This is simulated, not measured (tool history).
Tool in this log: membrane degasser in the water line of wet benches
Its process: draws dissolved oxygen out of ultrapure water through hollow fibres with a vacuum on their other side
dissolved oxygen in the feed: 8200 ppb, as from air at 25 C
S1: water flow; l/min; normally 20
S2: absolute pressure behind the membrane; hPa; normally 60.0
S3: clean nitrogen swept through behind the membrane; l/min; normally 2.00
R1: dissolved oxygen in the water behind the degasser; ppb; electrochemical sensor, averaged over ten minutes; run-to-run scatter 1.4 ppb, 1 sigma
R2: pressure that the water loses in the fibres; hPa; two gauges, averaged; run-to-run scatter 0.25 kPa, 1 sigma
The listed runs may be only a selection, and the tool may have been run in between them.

Run 1, hour 0.0: usual settings. Result: R1 141.5 ppb, R2 684.5 hPa.
Run 2, hour 175.5: usual settings but S3 1.84 l/min. Result: R1 146.8 ppb, R2 678.3 hPa.
Run 3, hour 462.6: usual settings but S3 1.84 l/min. Result: R1 144.6 ppb, R2 680.2 hPa.
At hour 524.6: vacuum gauge calibrated.
Run 4, hour 677.2: usual settings but S3 1.84 l/min. Result: R1 146.9 ppb, R2 679.6 hPa.
Run 5, hour 940.8: usual settings. Result: R1 141.5 ppb, R2 675.5 hPa.
Run 6, hour 1062.7: usual settings. Result: R1 141.0 ppb, R2 678.6 hPa.
Run 7, hour 1195.4: usual settings but S1 27 l/min. Result: R1 246.7 ppb, R2 910.5 hPa.
Run 8, hour 1475.7: usual settings but S1 27 l/min. Result: R1 246.7 ppb, R2 910.4 hPa.
Run 9, hour 1746.1: usual settings. Result: R1 141.1 ppb, R2 673.2 hPa.
Run 10, hour 1903.7: usual settings. Result: R1 142.5 ppb, R2 671.6 hPa.
Run 11, hour 2141.2: usual settings but S1 26 l/min, S2 41.6 hPa, S3 0.81 l/min. Result: R1 214.0 ppb, R2 873.0 hPa.
Run 12, hour 2369.2: usual settings but S1 26 l/min, S2 41.6 hPa, S3 0.81 l/min. Result: R1 212.9 ppb, R2 865.4 hPa.
Run 13, hour 2609.8: usual settings but S1 26 l/min, S2 106.9 hPa, S3 2.03 l/min. Result: R1 362.7 ppb, R2 866.1 hPa.
Run 14, hour 2815.6: usual settings but S2 66.1 hPa, S3 3.80 l/min. Result: R1 120.3 ppb, R2 669.9 hPa.
At hour 3077.2: gauge calibrated.
Run 15, hour 3090.6: usual settings but S1 25 l/min, S2 95.4 hPa. Result: R1 317.8 ppb, R2 855.1 hPa.
Run 16, hour 3303.7: usual settings but S1 12 l/min, S2 113.9 hPa, S3 2.79 l/min. Result: R1 99.3 ppb, R2 405.4 hPa.
Run 17, hour 3550.1: usual settings but S1 25 l/min, S3 1.30 l/min. Result: R1 252.0 ppb, R2 852.3 hPa.
Run 18, hour 3761.8: usual settings but S1 14 l/min, S2 76.0 hPa, S3 0.96 l/min. Result: R1 169.3 ppb, R2 479.1 hPa.
Run 19, hour 3899.7: usual settings but S1 14 l/min, S2 76.0 hPa, S3 0.96 l/min. Result: R1 168.0 ppb, R2 478.1 hPa.
Run 20, hour 4070.0: usual settings but S1 14 l/min, S2 76.0 hPa, S3 3.01 l/min. Result: R1 74.3 ppb, R2 468.6 hPa.

3 options for the next run, each taken on its own from the tool as it stands now. Forecast them:
At hour 4120.6: seals of the vacuum lines changed.
Run A, hour 4362.9: usual settings but S1 26 l/min, S2 81.5 hPa, S3 5.05 l/min. Result: R1 ?, R2 ?.
At hour 4120.6: seals of the vacuum lines changed.
Run B, hour 4362.9: usual settings but S1 15 l/min, S2 87.8 hPa, S3 1.59 l/min. Result: R1 ?, R2 ?.
At hour 4120.6: seals of the vacuum lines changed.
Run C, hour 4362.9: usual settings but S1 26 l/min, S2 76.0 hPa, S3 2.29 l/min. Result: R1 ?, R2 ?.

run     R1     R2
  A  212.7  880.6
  B  153.8  506.2
  C  260.9  873.0
Without the tool's unlogged condition, the same runs would have read:
run     R1     R2
  A  212.4  889.7
  B  153.7  511.5
  C  260.6  882.1
